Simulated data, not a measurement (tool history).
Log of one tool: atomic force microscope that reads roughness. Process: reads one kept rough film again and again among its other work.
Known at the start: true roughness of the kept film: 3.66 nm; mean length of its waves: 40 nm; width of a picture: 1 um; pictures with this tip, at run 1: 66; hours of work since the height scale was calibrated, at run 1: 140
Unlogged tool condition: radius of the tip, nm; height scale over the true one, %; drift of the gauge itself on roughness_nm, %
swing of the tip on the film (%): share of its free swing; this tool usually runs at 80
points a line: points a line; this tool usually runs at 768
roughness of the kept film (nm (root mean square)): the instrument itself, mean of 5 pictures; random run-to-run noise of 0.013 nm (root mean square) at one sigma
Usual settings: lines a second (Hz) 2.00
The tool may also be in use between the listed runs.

run,hour,lines a second (Hz),swing of the tip on the film (%),points a line,pictures with this tip,hours of work since the height scale was calibrated,roughness of the kept film (nm (root mean square))
1,0.0,2.00,80,768,66,140,2.958
2,16.6,2.00,77,768,107,152,3.040
3,34.3,2.00,77,768,151,164,3.027
4,45.6,2.00,77,768,179,172,3.017
# hour 56.2: new tip fitted
5,63.3,2.00,77,768,17,185,3.025
6,82.3,2.00,77,768,64,198,2.982
7,93.6,0.82,77,768,92,206,3.200
8,115.4,3.94,79,768,146,222,2.699
9,130.4,2.11,80,768,183,232,2.947
# hour 138.3: new tip fitted
10,147.1,1.17,80,516,22,244,3.118
11,157.4,1.17,80,516,47,251,3.108
12,173.3,0.78,80,357,86,262,3.178
13,188.9,2.10,72,421,125,274,3.056

Each row is a separate what-if for the run after 13, all from the same tool condition, not one after another. Results?
A,208.2,2.10,72,818,172,287,?
B,208.2,1.19,83,370,172,287,?
C,208.2,2.10,84,506,172,287,?
D,208.2,2.10,72,483,172,287,?
E,208.2,2.10,65,421,172,287,?

run,roughness of the kept film (nm (root mean square))
A,3.078
B,3.050
C,2.847
D,3.086
E,3.171
Take away the tool's hidden state, keep each run's random variation, and the runs would have read:
run,roughness of the kept film (nm (root mean square))
A,3.082
B,3.054
C,2.850
D,3.090
E,3.175
